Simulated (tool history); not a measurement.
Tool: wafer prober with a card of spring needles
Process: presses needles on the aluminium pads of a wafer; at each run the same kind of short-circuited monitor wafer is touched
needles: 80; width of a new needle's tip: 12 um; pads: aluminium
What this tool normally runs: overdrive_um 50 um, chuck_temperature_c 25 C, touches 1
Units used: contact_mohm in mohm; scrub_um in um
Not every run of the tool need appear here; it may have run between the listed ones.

run	hour	overdrive_um	chuck_temperature_c	touches	contact_mohm	scrub_um
1	0.0	50	25	1	206	12.03
# hour 5.9: tips cleaned on abrasive film
# hour 13.2: tips cleaned on abrasive film
# hour 20.0: tips cleaned on abrasive film
2	20.0	50	25	1	204	12.01
# hour 27.4: tips cleaned on abrasive film
# hour 33.4: tips cleaned on abrasive film
3	33.8	50	25	1	206	11.98
# hour 39.6: tips cleaned on abrasive film
# hour 46.3: tips cleaned on abrasive film
4	47.2	50	30	1	207	12.05
# hour 52.9: tips cleaned on abrasive film
# hour 59.0: tips cleaned on abrasive film
# hour 65.3: tips cleaned on abrasive film
5	70.5	50	76	1	218	11.96
# hour 71.6: tips cleaned on abrasive film
# hour 78.3: tips cleaned on abrasive film
6	81.0	50	25	1	208	12.03
# hour 85.2: tips cleaned on abrasive film
# hour 92.1: tips cleaned on abrasive film
# hour 99.3: tips cleaned on abrasive film
7	99.7	50	25	1	206	11.91
# hour 105.3: tips cleaned on abrasive film
# hour 112.3: tips cleaned on abrasive film
8	114.3	50	25	1	208	12.11
# hour 118.6: tips cleaned on abrasive film
# hour 120.4: height of the first contact set anew
# hour 125.9: tips cleaned on abrasive film
# hour 133.4: tips cleaned on abrasive film
9	134.6	50	25	1	209	12.13
# hour 140.2: tips cleaned on abrasive film
# hour 147.2: tips cleaned on abrasive film
# hour 154.5: tips cleaned on abrasive film
10	154.5	50	25	1	209	11.99
# hour 161.8: tips cleaned on abrasive film
# hour 169.1: tips cleaned on abrasive film
11	169.8	50	81	1	219	11.95
# hour 175.5: tips cleaned on abrasive film
# hour 182.6: tips cleaned on abrasive film
# hour 189.8: tips cleaned on abrasive film
12	191.7	50	122	1	229	11.85
# hour 196.1: tips cleaned on abrasive film
# hour 203.6: tips cleaned on abrasive film
13	209.3	65	25	1	204	15.55
# hour 210.8: tips cleaned on abrasive film
# hour 218.1: tips cleaned on abrasive film
# hour 224.9: tips cleaned on abrasive film
14	230.0	65	25	1	204	15.51
# hour 231.1: tips cleaned on abrasive film
# hour 237.9: tips cleaned on abrasive film
# hour 244.7: tips cleaned on abrasive film
# hour 251.5: tips cleaned on abrasive film
15	252.5	62	53	3	214	14.79
# hour 257.9: tips cleaned on abrasive film
16	262.5	45	114	2	228	10.77
# hour 264.1: tips cleaned on abrasive film
# hour 268.9: height of the first contact set anew
# hour 271.9: tips cleaned on abrasive film
# hour 278.2: tips cleaned on abrasive film
17	278.6	45	114	2	227	10.90
# hour 285.3: tips cleaned on abrasive film
# hour 292.2: tips cleaned on abrasive film
18	293.5	45	114	2	231	10.80
# hour 299.0: tips cleaned on abrasive film
# hour 305.8: tips cleaned on abrasive film
19	308.8	45	114	2	231	10.66
# hour 311.8: tips cleaned on abrasive film
# hour 318.9: tips cleaned on abrasive film
# hour 326.0: tips cleaned on abrasive film
20	327.6	45	114	2	229	10.77
# hour 332.7: tips cleaned on abrasive film
# hour 339.6: tips cleaned on abrasive film
# hour 346.7: tips cleaned on abrasive film
21	350.0	48	95	2	220	11.40
# hour 354.0: tips cleaned on abrasive film
# hour 360.5: tips cleaned on abrasive film
22	362.7	48	95	2	222	11.49
# hour 367.5: tips cleaned on abrasive film
# hour 375.0: tips cleaned on abrasive film
23	379.4	50	26	3	207	11.94
# hour 382.3: tips cleaned on abrasive film
# hour 388.9: tips cleaned on abrasive film
# hour 396.1: tips cleaned on abrasive film
# hour 402.5: tips cleaned on abrasive film
24	403.2	55	72	2	216	13.07
# hour 409.8: tips cleaned on abrasive film
# hour 416.7: tips cleaned on abrasive film
# hour 417.0: height of the first contact set anew
25	420.1	55	72	2	214	13.19
# hour 424.4: tips cleaned on abrasive film
# hour 431.9: tips cleaned on abrasive film
# hour 438.0: tips cleaned on abrasive film
26	441.7	55	72	2	217	13.14
# hour 444.7: tips cleaned on abrasive film
# hour 451.9: tips cleaned on abrasive film
# hour 458.5: tips cleaned on abrasive film
# hour 465.4: tips cleaned on abrasive film
27	465.4	55	78	2	218	13.12
# hour 471.7: tips cleaned on abrasive film
# hour 479.0: tips cleaned on abrasive film
28	482.2	54	84	2	221	12.94

Alternative continuations, all from the tool just after run 28; predict every row:
# hour 485.9: tips cleaned on abrasive film
# hour 492.8: tips cleaned on abrasive film
# hour 499.3: tips cleaned on abrasive film
A	500.0	54	84	1	?	?
# hour 485.9: tips cleaned on abrasive film
# hour 492.8: tips cleaned on abrasive film
# hour 499.3: tips cleaned on abrasive film
B	500.0	56	116	2	?	?
# hour 485.9: tips cleaned on abrasive film
# hour 492.8: tips cleaned on abrasive film
# hour 499.3: tips cleaned on abrasive film
C	500.0	36	85	2	?	?
# hour 485.9: tips cleaned on abrasive film
# hour 492.8: tips cleaned on abrasive film
# hour 499.3: tips cleaned on abrasive film
D	500.0	69	25	1	?	?

run	contact_mohm	scrub_um
A	219	12.89
B	223	13.43
C	227	8.70
D	203	16.43
Without the tool's hidden state the same runs would have given:
run	contact_mohm	scrub_um
A	219	12.89
B	223	13.43
C	227	8.70
D	203	16.43

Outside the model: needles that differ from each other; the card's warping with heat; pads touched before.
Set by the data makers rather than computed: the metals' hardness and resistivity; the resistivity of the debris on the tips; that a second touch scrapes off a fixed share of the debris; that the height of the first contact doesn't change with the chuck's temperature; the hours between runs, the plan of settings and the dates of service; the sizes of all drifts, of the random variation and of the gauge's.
